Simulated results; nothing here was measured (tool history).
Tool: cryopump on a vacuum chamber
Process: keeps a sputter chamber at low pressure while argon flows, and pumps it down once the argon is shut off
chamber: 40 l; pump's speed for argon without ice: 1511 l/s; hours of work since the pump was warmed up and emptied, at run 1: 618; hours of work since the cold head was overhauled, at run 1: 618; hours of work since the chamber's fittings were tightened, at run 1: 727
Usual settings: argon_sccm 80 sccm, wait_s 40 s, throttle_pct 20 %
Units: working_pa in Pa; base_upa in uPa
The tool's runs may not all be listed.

run,day,argon_sccm,wait_s,throttle_pct,hours of work since the pump was warmed up and emptied,hours of work since the cold head was overhauled,hours of work since the chamber's fittings were tightened,working_pa,base_upa
1,0,80,40,20,618,618,727,0.4922,3.76
# day 0.467: pump warmed up, emptied and cooled again
2,1.112,100,40,20,9,630,740,0.562,3.29
3,2.25,80,52,20,25,646,756,0.452,2.77
4,3.296,80,40,42,40,661,771,0.2143,3.34
5,3.908,80,40,42,49,670,780,0.2154,3.35
6,4.767,80,40,24,61,682,792,0.3759,3.36
7,5.904,80,40,24,77,698,808,0.3784,3.39
8,7.079,80,40,24,94,715,825,0.3787,3.41
9,8.3,131,40,20,111,732,842,0.7399,3.48
10,9.4,80,40,20,126,748,857,0.457,3.49
11,10.625,80,265,20,144,765,875,0.454,1.41
12,11.279,34,40,20,153,774,884,0.194,3.51
13,11.95,34,40,20,163,784,894,0.1943,3.61
14,13.142,47,40,34,179,801,910,0.1601,3.56
15,13.938,60,267,20,191,812,922,0.3416,1.48
16,14.9,71,40,33,204,825,935,0.2493,3.54
17,15.658,64,73,26,215,836,946,0.2844,2.48
18,16.658,106,93,27,229,850,960,0.4538,2.24

Forecast run 19:
19,17.308,98,61,21,238,860,969,?,?

Run 19 gave working_pa 0.535 Pa, base_upa 2.77 uPa.
Without the tool's hidden state the same run would have given working_pa 0.5192 Pa, base_upa 1.75 uPa.

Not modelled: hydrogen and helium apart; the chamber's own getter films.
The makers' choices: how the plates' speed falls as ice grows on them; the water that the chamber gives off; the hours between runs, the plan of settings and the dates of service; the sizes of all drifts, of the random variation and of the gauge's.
